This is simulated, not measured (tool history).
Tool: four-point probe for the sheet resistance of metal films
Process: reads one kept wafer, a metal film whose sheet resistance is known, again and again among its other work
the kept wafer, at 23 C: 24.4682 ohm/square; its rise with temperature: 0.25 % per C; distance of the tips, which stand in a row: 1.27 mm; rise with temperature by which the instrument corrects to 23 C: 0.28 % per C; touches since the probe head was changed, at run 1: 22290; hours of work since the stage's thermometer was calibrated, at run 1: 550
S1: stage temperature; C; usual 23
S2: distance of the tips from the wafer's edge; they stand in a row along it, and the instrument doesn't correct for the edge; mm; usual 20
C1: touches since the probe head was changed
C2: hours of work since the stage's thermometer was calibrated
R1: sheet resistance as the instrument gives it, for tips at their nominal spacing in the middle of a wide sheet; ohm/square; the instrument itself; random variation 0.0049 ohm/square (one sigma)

{"run": 1, "hour": 0.0, "S1": 23, "S2": 20, "C1": 22290, "C2": 550, "R1": 24.522019}
{"run": 2, "hour": 34.4, "S1": 23, "S2": 20, "C1": 22921, "C2": 570, "R1": 24.529491}
{"run": 3, "hour": 64.9, "S1": 23, "S2": 20, "C1": 23479, "C2": 587, "R1": 24.525808}
{"run": 4, "hour": 90.5, "S1": 23, "S2": 20, "C1": 23949, "C2": 602, "R1": 24.528744}
{"run": 5, "hour": 126.1, "S1": 23, "S2": 20, "C1": 24601, "C2": 623, "R1": 24.534573}
{"run": 6, "hour": 143.6, "S1": 23, "S2": 5, "C1": 24923, "C2": 633, "R1": 25.299227}
{"run": 7, "hour": 182.3, "S1": 23, "S2": 5, "C1": 25633, "C2": 655, "R1": 25.308989}
{"run": 8, "hour": 207.2, "S1": 23, "S2": 5, "C1": 26089, "C2": 669, "R1": 25.302711}
{"run": 9, "hour": 224.5, "S1": 23, "S2": 20, "C1": 26405, "C2": 679, "R1": 24.532502}
{"run": 10, "hour": 263.1, "S1": 23, "S2": 17, "C1": 27112, "C2": 702, "R1": 24.560701}
{"run": 11, "hour": 290.6, "S1": 27, "S2": 6, "C1": 27617, "C2": 717, "R1": 25.040504}
{"run": 12, "hour": 315.0, "S1": 27, "S2": 6, "C1": 28065, "C2": 732, "R1": 25.031677}
{"run": 13, "hour": 333.3, "S1": 35, "S2": 6, "C1": 28401, "C2": 742, "R1": 24.977639}
{"run": 14, "hour": 356.5, "S1": 34, "S2": 13, "C1": 28825, "C2": 755, "R1": 24.533753}
{"run": 15, "hour": 391.1, "S1": 34, "S2": 7, "C1": 29459, "C2": 775, "R1": 24.83662}
{"run": 16, "hour": 420.4, "S1": 34, "S2": 7, "C1": 29997, "C2": 792, "R1": 24.830501}
{"run": 17, "hour": 454.3, "S1": 27, "S2": 20, "C1": 30619, "C2": 812, "R1": 24.50909}
{"run": 18, "hour": 491.5, "S1": 33, "S2": 43, "C1": 31300, "C2": 833, "R1": 24.441925}
{"run": 19, "hour": 521.2, "S1": 19, "S2": 5, "C1": 31844, "C2": 850, "R1": 25.341434}
{"run": 20, "hour": 550.2, "S1": 19, "S2": 5, "C1": 32376, "C2": 867, "R1": 25.345463}

Forecast each of these 4 alternatives for the next run:
{"run": "A", "hour": 574.2, "S1": 21, "S2": 26, "C1": 32816, "C2": 881, "R1": "?"}
{"run": "B", "hour": 574.2, "S1": 18, "S2": 5, "C1": 32816, "C2": 881, "R1": "?"}
{"run": "C", "hour": 574.2, "S1": 27, "S2": 20, "C1": 32816, "C2": 881, "R1": "?"}
{"run": "D", "hour": 574.2, "S1": 19, "S2": 5, "C1": 32816, "C2": 881, "R1": "?"}

run=A R1=24.543067
run=B R1=25.349089
run=C R1=24.514532
run=D R1=25.354376
Without the tool's hidden state the same runs would have given:
run=A R1=24.516706
run=B R1=25.321810
run=C R1=24.488376
run=D R1=25.327122
